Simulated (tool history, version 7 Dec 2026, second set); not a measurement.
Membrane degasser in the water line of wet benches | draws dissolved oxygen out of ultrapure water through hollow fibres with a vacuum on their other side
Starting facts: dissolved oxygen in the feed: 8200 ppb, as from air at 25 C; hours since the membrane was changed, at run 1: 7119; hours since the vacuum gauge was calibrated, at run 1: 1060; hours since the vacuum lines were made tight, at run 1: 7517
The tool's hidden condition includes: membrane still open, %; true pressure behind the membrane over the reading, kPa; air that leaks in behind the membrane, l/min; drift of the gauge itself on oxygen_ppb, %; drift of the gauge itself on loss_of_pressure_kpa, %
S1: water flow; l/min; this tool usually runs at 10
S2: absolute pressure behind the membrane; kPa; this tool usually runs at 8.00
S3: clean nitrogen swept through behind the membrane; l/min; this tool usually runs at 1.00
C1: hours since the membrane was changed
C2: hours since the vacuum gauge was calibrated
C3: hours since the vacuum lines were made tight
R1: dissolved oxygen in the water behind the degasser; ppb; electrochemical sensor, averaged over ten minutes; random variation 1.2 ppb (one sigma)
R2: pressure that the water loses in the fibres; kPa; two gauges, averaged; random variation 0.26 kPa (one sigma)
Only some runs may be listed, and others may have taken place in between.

run    hour  S1     S2    S3     C1    C2     C3     R1      R2
  1     0.0  10   8.00  1.00   7119  1060   7517  120.4   69.75
  2   177.1  10   8.00  1.00   7296  1237   7694  121.1   69.96
  3   432.0  10   8.00  1.00   7551  1491   7949  122.1   69.83
  4   721.1  10   8.00  1.00   7840  1781   8238  121.9   70.04
  5   970.7  10   8.00  2.55   8089  2030   8488   54.1   70.11
  6  1138.4  10   8.00  2.55   8257  2198   8655   54.4   70.46
  7  1364.2  10   7.37  2.55   8483  2424   8881   48.4   70.21
  8  1636.9  10   8.00  1.87   8755  2696   9154   71.8   70.81
  9  1848.6  10   8.00  1.02   8967  2908   9365  118.3   70.61
 10  2056.3  10   8.00  1.02   9175  3116   9573  119.8   70.58
 11  2225.4  10   8.00  1.02   9344  3285   9742  117.6   70.96
 12  2498.8  10   8.00  1.02   9617  3558  10016  121.0   71.15
     2685.8  -- gauge calibrated
 13  2692.0  10  11.66  1.02   9811  3751  10209  201.7   69.73
 14  2977.4  10   6.58  1.00  10096  4037  10494   87.8   70.19
 15  3171.2  11   8.00  1.00  10290  4231  10688  135.7   77.46
 16  3459.8  10   8.00  1.00  10578  4519  10977  120.5   70.07
 17  3729.8  15   4.93  1.00  10848  4789  11247   81.1  105.98
     3753.6  -- seals of the vacuum lines changed
 18  3940.2   7  19.57  0.76  11057  4998    187  351.5   48.79
 19  4233.6   7  19.57  0.76  11350  5291    480  349.9   49.34
 20  4526.7   8  19.57  0.76  11643  5584    773  405.1   55.96
     4632.0  -- vacuum gauge calibrated
 21  4737.0   8  19.57  0.76  11853   105    983  398.0   56.81
 22  5018.9  15  10.16  1.23  12135   387   1265  216.0  106.60
 23  5194.0  15  10.16  0.48  12310   562   1440  457.0  106.70
 24  5428.8  15  10.16  0.48  12545   797   1675  450.2  107.29
 25  5633.2   7  17.19  1.28  12749  1001   1879  187.2   50.05
 26  5784.8   9   8.00  1.72  12901  1153   2031   68.0   63.97
 27  6049.3   9   8.00  1.72  13165  1417   2295   67.7   64.23
 28  6193.4  12   8.00  1.72  13309  1561   2439   93.8   85.46
 29  6414.2   8  16.78  0.79  13530  1782   2660  318.3   57.15
 30  6574.2   8  16.78  0.79  13690  1942   2820  319.5   57.45
 31  6763.9  10   6.43  1.00  13880  2132   3010   84.6   72.06

For some of the steps in R2 from one run to the next: how much would appear even if the tool had no hidden state, given the settings, what came in and random variation, and how much remains for the hidden state plus any gauge scatter that the measured result and the result without hidden state don't share?
Run 12 -> 13: S2 8.00 -> 11.66, gauge calibrated. R2 -1.42 kPa: hidden state -1.25, all else -0.17.
Run 17 -> 18: S1 15 -> 7, S2 4.93 -> 19.57, S3 1.00 -> 0.76, seals of the vacuum lines changed. R2 -57.19 kPa: hidden state -0.40, all else -56.79.
Run 21 -> 22: S1 8 -> 15, S2 19.57 -> 10.16, S3 0.76 -> 1.23. R2 +49.79 kPa: hidden state +0.98, all else +48.81.
Run 24 -> 25: S1 15 -> 7, S2 10.16 -> 17.19, S3 0.48 -> 1.28. R2 -57.24 kPa: hidden state -1.08, all else -56.16.
